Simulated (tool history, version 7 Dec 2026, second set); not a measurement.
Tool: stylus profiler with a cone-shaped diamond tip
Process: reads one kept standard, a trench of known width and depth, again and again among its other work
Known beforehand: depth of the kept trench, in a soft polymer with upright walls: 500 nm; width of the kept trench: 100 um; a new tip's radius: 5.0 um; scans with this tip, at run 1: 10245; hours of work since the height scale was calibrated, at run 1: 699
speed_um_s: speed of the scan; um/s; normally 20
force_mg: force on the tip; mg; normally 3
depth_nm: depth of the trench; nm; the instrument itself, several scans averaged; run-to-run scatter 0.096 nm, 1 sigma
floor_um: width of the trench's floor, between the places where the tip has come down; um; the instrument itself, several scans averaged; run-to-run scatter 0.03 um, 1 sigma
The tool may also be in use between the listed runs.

run,day,speed_um_s,force_mg,scans with this tip,hours of work since the height scale was calibrated,depth_nm,floor_um
1,0,20,3,10245,699,503.01,94.35
2,3.271,20,3,11081,756,503.1,94.26
3,4.829,20,3,11479,783,502.86,94.21
4,7.575,20,3,12181,831,503.14,94.19
5,10.558,20,3,12943,883,502.65,94.04
6,12.458,20,3,13428,916,502.71,93.98
7,15.15,20,3,14116,963,502.7,93.97
# day 16.038: new tip fitted, height scale calibrated
8,17.025,20,3,251,17,504.43,95.55
9,20.788,20,3,1213,83,504.42,95.42
10,23.988,20,3,2030,139,504.16,95.24
11,27.612,20,3,2957,202,504.11,95.15
12,30.429,20,3,3676,251,503.89,95.11
13,33.183,20,1.48,4380,299,502.24,95.01
14,35.583,40,1.48,4993,341,502.17,94.86
15,37.979,20,3,5605,383,503.81,94.87
16,41.283,20,3,6449,440,503.63,94.78
17,42.917,20,3,6866,469,503.65,94.7
18,46.721,20,3,7838,535,503.59,94.64
19,49.812,20,2.03,8628,589,502.43,94.51
20,52.271,20,2.03,9256,632,502.37,94.52
21,55.742,20,2.03,10143,692,502.31,94.4
22,58.971,20,3,10968,749,503.26,94.31
23,61.725,20,3,11672,797,503.15,94.23
24,64.9,38,8.65,12483,852,507.6,94.14
25,66.996,27,2.69,13018,888,502.61,94.07
26,69.554,22,3,13672,933,502.87,94.12
# day 72.15: new tip fitted, height scale calibrated
27,72.708,22,1.94,142,10,503.44,95.6
28,76.071,19,7.22,1002,68,508.11,95.5
29,78.583,38,1.1,1643,112,502.04,95.33
30,80.708,22,1.07,2186,149,502.18,95.36
31,83.829,20,2.16,2984,204,503.29,95.22
32,86.033,62,4.31,3546,242,505.41,95.13
33,89.583,14,3.37,4453,304,504.51,95.11
34,92.975,69,3.63,5319,363,504.61,94.91
35,96.25,69,3.63,6157,420,504.56,94.8
36,98.433,69,3.63,6714,458,504.4,94.7
37,101.704,9,1.55,7550,515,501.99,94.72
38,104.112,9,1.55,8165,557,502.06,94.68
39,106.446,9,1.55,8761,598,501.99,94.61
40,108.854,24,2.07,9377,640,502.47,94.44
41,110.533,35,3.04,9805,669,503.5,94.43
42,114,57,3.97,10691,730,504.45,94.33
43,117.362,22,3,11550,788,503.28,94.32
44,120.221,17,1.08,12281,838,500.9,94.26
45,121.946,20,7.41,12721,868,506.84,94.2
46,125.221,20,7.41,13558,925,506.91,94.08

4 ways to go on from here, each from the tool as it stands after run 46. What would each give?
# day 128.158: new tip fitted, height scale calibrated
A,128.346,20,2.51,48,3,?,?
# day 128.158: new tip fitted, height scale calibrated
B,128.346,20,2.22,48,3,?,?
# day 128.158: new tip fitted, height scale calibrated
C,128.346,33,4.12,48,3,?,?
# day 128.158: new tip fitted, height scale calibrated
D,128.346,39,6.65,48,3,?,?

run,depth_nm,floor_um
A,504.36,95.66
B,503.92,95.66
C,505.77,95.64
D,507.74,95.68
What these runs would have given with no unlogged condition in the tool:
run,depth_nm,floor_um
A,504.12,95.6
B,503.69,95.6
C,505.54,95.58
D,507.5,95.62

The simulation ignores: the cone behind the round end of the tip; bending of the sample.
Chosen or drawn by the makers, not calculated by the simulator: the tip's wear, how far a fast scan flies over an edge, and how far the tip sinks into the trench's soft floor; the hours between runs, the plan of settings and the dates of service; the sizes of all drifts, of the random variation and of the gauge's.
